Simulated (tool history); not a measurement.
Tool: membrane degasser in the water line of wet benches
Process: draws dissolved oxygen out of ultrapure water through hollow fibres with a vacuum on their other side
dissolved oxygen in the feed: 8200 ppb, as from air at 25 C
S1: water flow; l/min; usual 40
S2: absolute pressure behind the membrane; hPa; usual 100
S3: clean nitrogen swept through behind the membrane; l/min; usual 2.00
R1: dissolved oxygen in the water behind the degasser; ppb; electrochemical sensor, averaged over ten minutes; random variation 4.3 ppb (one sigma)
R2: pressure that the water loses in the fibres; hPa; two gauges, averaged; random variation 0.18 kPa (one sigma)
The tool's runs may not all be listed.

run,hour,S1,S2,S3,R1,R2
1,0.0,40,100,2.00,436.1,353.2
2,53.7,40,100,2.00,436.0,347.1
3,98.5,40,100,2.00,438.4,349.7
4,148.9,40,100,2.00,439.7,351.7
5,207.0,40,100,2.47,386.2,354.4
6,236.2,40,100,2.47,382.1,350.5
7,295.4,40,100,2.00,428.1,353.5
8,335.0,40,100,2.00,441.0,355.0
9,384.2,40,100,2.00,443.4,355.2
10,411.5,40,100,1.86,446.5,356.9
11,460.0,40,100,1.86,456.3,357.7
# hour 518.8: seals of the vacuum lines changed
12,526.2,40,100,1.86,439.0,358.0
13,557.7,40,100,1.86,455.0,359.3
14,601.8,40,100,1.86,455.1,358.8
15,663.6,40,100,1.86,454.0,360.7
# hour 680.3: gauge calibrated
16,695.8,27,100,2.00,269.5,236.1
17,722.6,42,233,2.00,1000.7,364.5
18,765.2,42,233,2.00,986.8,368.2
19,824.3,42,233,2.00,983.0,368.4
20,860.0,42,233,2.00,993.0,372.4
21,920.9,42,233,2.00,991.3,372.6
22,981.0,53,100,4.05,431.0,469.0
23,1013.6,53,100,4.05,427.4,470.1
24,1077.3,53,100,4.05,438.8,473.5
25,1117.9,53,100,4.05,440.8,471.2
26,1171.8,53,100,4.05,442.3,474.2
27,1210.3,60,100,2.88,586.5,539.1
28,1239.7,40,205,3.20,618.3,355.1
# hour 1251.9: gauge calibrated
29,1277.3,40,205,3.20,604.0,349.6
30,1309.2,43,125,3.20,438.1,375.5
31,1355.9,40,216,2.00,887.1,346.6
32,1417.1,45,147,3.47,495.8,395.9

Measured less the same run without the tool's hidden state. The same run-to-run variation is in both; the gauge's scatter may not be:
The hidden state here: membrane still open, %; true pressure behind the membrane over the reading, kPa; air that leaks in behind the membrane, l/min; drift of the gauge itself on oxygen_ppb, %; drift of the gauge itself on loss_of_pressure_kpa, %.
run,R2
1,+0.1
2,+0.9
3,+1.6
4,+2.3
5,+3.3
6,+3.7
7,+4.6
8,+5.2
9,+6.0
10,+6.4
11,+7.2
12,+8.2
13,+8.6
14,+9.3
15,+10.3
16,+0.2
17,+0.7
18,+1.5
19,+2.5
20,+3.1
21,+4.0
22,+6.3
23,+6.9
24,+8.3
25,+9.0
26,+10.2
27,+12.4
28,+8.6
29,+0.5
30,+1.1
31,+1.8
32,+3.0
R1: within 0.7 ppb of the measured result in every run.
